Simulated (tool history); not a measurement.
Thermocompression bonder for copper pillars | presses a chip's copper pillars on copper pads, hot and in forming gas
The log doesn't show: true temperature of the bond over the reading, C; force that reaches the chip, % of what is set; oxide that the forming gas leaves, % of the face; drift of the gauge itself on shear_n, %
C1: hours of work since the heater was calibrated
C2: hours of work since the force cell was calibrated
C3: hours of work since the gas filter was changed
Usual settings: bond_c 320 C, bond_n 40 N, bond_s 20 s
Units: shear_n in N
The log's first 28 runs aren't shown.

{"run": 29, "hour": 195.9, "bond_c": 309, "bond_n": 57, "bond_s": 42, "C1": 219, "C2": 639, "C3": 66, "shear_n": 49.7}
{"run": 30, "hour": 204.8, "bond_c": 344, "bond_n": 27, "bond_s": 20, "C1": 223, "C2": 643, "C3": 70, "shear_n": 38.3}
{"run": 31, "hour": 213.7, "bond_c": 349, "bond_n": 30, "bond_s": 31, "C1": 227, "C2": 647, "C3": 74, "shear_n": 46.8}
{"run": 32, "hour": 221.4, "bond_c": 313, "bond_n": 25, "bond_s": 29, "C1": 231, "C2": 651, "C3": 77, "shear_n": 29.1}
{"run": 33, "hour": 227.7, "bond_c": 313, "bond_n": 40, "bond_s": 29, "C1": 234, "C2": 654, "C3": 80, "shear_n": 38.7}
{"run": 34, "hour": 235.1, "bond_c": 327, "bond_n": 52, "bond_s": 12, "C1": 237, "C2": 657, "C3": 84, "shear_n": 36.5}
{"run": 35, "hour": 241.2, "bond_c": 322, "bond_n": 52, "bond_s": 12, "C1": 240, "C2": 660, "C3": 86, "shear_n": 33}
{"run": 36, "hour": 245.4, "bond_c": 320, "bond_n": 47, "bond_s": 41, "C1": 242, "C2": 662, "C3": 88, "shear_n": 50.9}
{"run": 37, "hour": 253.3, "bond_c": 342, "bond_n": 33, "bond_s": 22, "C1": 245, "C2": 665, "C3": 92, "shear_n": 42.1}
{"run": 38, "hour": 258.9, "bond_c": 349, "bond_n": 25, "bond_s": 31, "C1": 248, "C2": 668, "C3": 94, "shear_n": 44.5}
{"run": 39, "hour": 268.8, "bond_c": 346, "bond_n": 25, "bond_s": 26, "C1": 252, "C2": 673, "C3": 99, "shear_n": 39.9}
{"run": 40, "hour": 278.9, "bond_c": 291, "bond_n": 25, "bond_s": 35, "C1": 257, "C2": 677, "C3": 104, "shear_n": 24.9}
{"run": 41, "hour": 284.7, "bond_c": 291, "bond_n": 26, "bond_s": 46, "C1": 260, "C2": 680, "C3": 106, "shear_n": 28.3}

3 ways to go on from here, each from the tool as it stands after run 41. What would each give?
{"run": "A", "hour": 293.7, "bond_c": 298, "bond_n": 29, "bond_s": 37, "C1": 264, "C2": 684, "C3": 110, "shear_n": "?"}
{"run": "B", "hour": 293.7, "bond_c": 291, "bond_n": 58, "bond_s": 19, "C1": 264, "C2": 684, "C3": 110, "shear_n": "?"}
{"run": "C", "hour": 293.7, "bond_c": 300, "bond_n": 35, "bond_s": 46, "C1": 264, "C2": 684, "C3": 110, "shear_n": "?"}

run=A shear_n=29.5
run=B shear_n=30.8
run=C shear_n=38.1
Without the tool's hidden state the same runs would have given:
run=A shear_n=30.3
run=B shear_n=31.7
run=C shear_n=39.3

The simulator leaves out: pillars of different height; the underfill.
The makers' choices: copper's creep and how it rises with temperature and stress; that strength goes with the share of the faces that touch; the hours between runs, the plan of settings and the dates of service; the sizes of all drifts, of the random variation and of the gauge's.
